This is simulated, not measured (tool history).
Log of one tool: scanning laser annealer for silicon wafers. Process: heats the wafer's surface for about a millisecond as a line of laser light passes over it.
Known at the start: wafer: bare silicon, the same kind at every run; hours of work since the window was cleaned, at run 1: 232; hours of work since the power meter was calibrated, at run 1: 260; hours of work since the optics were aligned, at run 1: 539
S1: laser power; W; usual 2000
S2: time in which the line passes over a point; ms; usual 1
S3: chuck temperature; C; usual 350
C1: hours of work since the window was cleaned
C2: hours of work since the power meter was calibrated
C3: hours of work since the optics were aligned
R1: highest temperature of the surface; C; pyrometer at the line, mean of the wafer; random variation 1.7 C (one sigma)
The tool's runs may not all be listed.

run	hour	S1	S2	S3	C1	C2	C3	R1
1	0	2000	1	350	232	260	539	1098
2	8.4	2000	1	350	237	265	544	1100
3	13.4	1825	1	350	241	268	547	1016
4	20.3	2000	1	336	245	273	552	1083
5	29.2	1910	1	350	250	278	557	1058
6	37.4	2000	1	335	255	283	562	1084
7	46.7	2000	1	389	261	289	568	1138
8	56.3	2000	1	389	267	295	574	1135
9	63.2	2000	1	389	272	299	578	1141
10	67.9	2000	1	389	274	302	581	1140
11	72.4	1744	1	350	277	305	584	980
12	82.1	1744	1	350	283	311	590	980
# hour 85.8: laser's power meter calibrated
13	95	1744	1	350	289	6	596	975
14	102.4	1706	1	350	294	10	601	963
# hour 106.6: laser's power meter calibrated, once more
15	112.6	1706	1	350	299	4	605	957
16	119.9	1706	1	350	303	8	610	959
17	129.4	2000	0.74	350	309	14	616	995
18	138.6	2000	0.74	350	315	20	622	1000
19	145.7	2000	0.74	350	319	24	626	996
20	154.2	2000	1	350	324	30	631	1097
21	163.5	1760	1.2	366	330	35	637	1058
22	173.9	2000	1.14	322	337	42	644	1116
23	180.2	1822	1.13	333	341	46	648	1035
24	189.2	1822	1.1	368	346	51	653	1063
25	197.8	1773	1	378	352	57	659	1018
26	205.7	1773	1	378	357	62	663	1014
27	213.3	1773	1	378	361	66	668	1017
28	220.4	1792	1	350	366	71	673	996
29	226.1	1792	1	350	369	74	676	999
30	232.2	1792	0.87	350	373	78	680	960
31	238.8	2043	0.81	342	377	82	684	1034
32	245.7	2000	1.23	350	381	87	688	1175
33	252.2	2000	0.72	325	385	91	692	962
34	261.7	2000	0.72	325	391	97	698	964
35	266.7	1955	0.99	325	395	100	701	1044
36	274.3	2139	0.7	337	399	104	706	1022
37	280.3	1825	1.17	337	403	108	710	1049
38	288.3	2044	1	376	408	113	715	1140
39	297.9	2094	0.84	376	414	119	721	1102

Hidden state or all else? Some run-to-run changes of R1, split into what the settings, what came in and random variation would give without the hidden state, and what is left for the hidden state (with any gauge scatter that isn't in both results):
The hidden state here: light that passes the window, % of a clean one's; laser's true power over the reading, %; width of the line over the set one, %; drift of the gauge itself on peak_c, C.
Run 6 -> 7: S3 335 -> 389. R1 +54 C: hidden state -1, all else +55.
Run 10 -> 11: S1 2000 -> 1744, S3 389 -> 350. R1 -160 C: hidden state +0, all else -160.
Run 31 -> 32: S1 2043 -> 2000, S2 0.81 -> 1.23, S3 342 -> 350. R1 +141 C: hidden state -2, all else +143.
Run 32 -> 33: S2 1.23 -> 0.72, S3 350 -> 325. R1 -213 C: hidden state +2, all else -215.

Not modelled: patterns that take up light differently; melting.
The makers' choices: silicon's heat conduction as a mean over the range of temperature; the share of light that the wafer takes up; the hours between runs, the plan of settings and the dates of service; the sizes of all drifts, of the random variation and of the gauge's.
